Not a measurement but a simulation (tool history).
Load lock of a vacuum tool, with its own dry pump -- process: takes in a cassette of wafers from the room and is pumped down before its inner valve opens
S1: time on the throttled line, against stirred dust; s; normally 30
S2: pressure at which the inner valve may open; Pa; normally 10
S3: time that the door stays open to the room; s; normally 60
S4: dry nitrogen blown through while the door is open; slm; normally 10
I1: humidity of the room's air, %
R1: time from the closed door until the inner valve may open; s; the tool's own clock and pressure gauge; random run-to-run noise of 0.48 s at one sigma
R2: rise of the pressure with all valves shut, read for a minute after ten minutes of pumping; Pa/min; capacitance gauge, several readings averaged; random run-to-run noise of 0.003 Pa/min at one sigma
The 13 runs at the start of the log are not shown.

run	hour	S1	S2	S3	S4	I1	R1	R2
14	6138.8	30	10	60	10	42.5	66.9	0.516
15	6475.4	30	10	60	10	41.6	67.3	0.517
16	7107.1	30	10	60	10	43.2	66.6	0.534
# hour 7144.4: dry pump taken out, an overhauled one fitted
17	7471.8	30	10	60	10	45.6	64.7	0.551
18	7849.1	30	7	60	10	45.5	65.1	0.561
19	8507.5	30	7	60	10	47.2	66.6	0.588
# hour 8555.2: door's seal changed, seat wiped
20	8846.1	30	10	26	10	46.4	64.5	0.009
21	9520.1	30	10	26	10	47.4	64.7	0.030
22	9847.9	26	9	28	8	44.7	62.5	0.026
23	10507.6	26	9	28	8	41.9	62.2	0.035
24	10893.6	26	14	149	8	45.2	60.7	0.047
25	11209.4	41	10	172	20	43.7	73.7	0.036
26	11578.3	43	10	172	27	45.8	74.2	0.045
27	12199.5	38	10	172	27	44.4	71.0	0.049
28	12760.3	38	10	172	27	46.0	71.7	0.053
29	13312.0	54	7	186	33	45.0	85.5	0.055
30	13884.2	41	12	36	7	41.9	74.7	0.065
31	14490.8	15	16	36	22	45.2	54.1	0.065
32	14958.6	15	8	36	22	46.2	57.5	0.070
33	15640.7	15	8	95	28	45.5	57.2	0.082
34	15987.2	15	9	195	28	43.9	58.3	0.090
35	16666.6	15	9	150	40	44.0	58.0	0.091
36	17138.0	15	9	150	40	44.1	58.1	0.097

Below are 5 alternative next runs, each starting from the tool's condition after run 36. Predict each:
# hour 17174.8: dry pump taken out, an overhauled one fitted
A	17577.1	17	10	78	12	45.3	?	?
# hour 17174.8: dry pump taken out, an overhauled one fitted
B	17577.1	30	16	119	10	45.6	?	?
# hour 17174.8: dry pump taken out, an overhauled one fitted
C	17577.1	40	10	60	10	42.3	?	?
# hour 17174.8: dry pump taken out, an overhauled one fitted
D	17577.1	15	9	72	39	45.4	?	?
# hour 17174.8: dry pump taken out, an overhauled one fitted
E	17577.1	15	17	106	11	45.6	?	?

run	R1	R2
A	54.2	0.112
B	61.8	0.120
C	71.1	0.109
D	53.8	0.108
E	50.8	0.114
The same runs, with their run-to-run variation unchanged, on a tool lacking any hidden condition would have given:
run	R1	R2
A	53.3	0.019
B	61.1	0.028
C	70.4	0.019
D	53.0	0.015
E	50.0	0.023
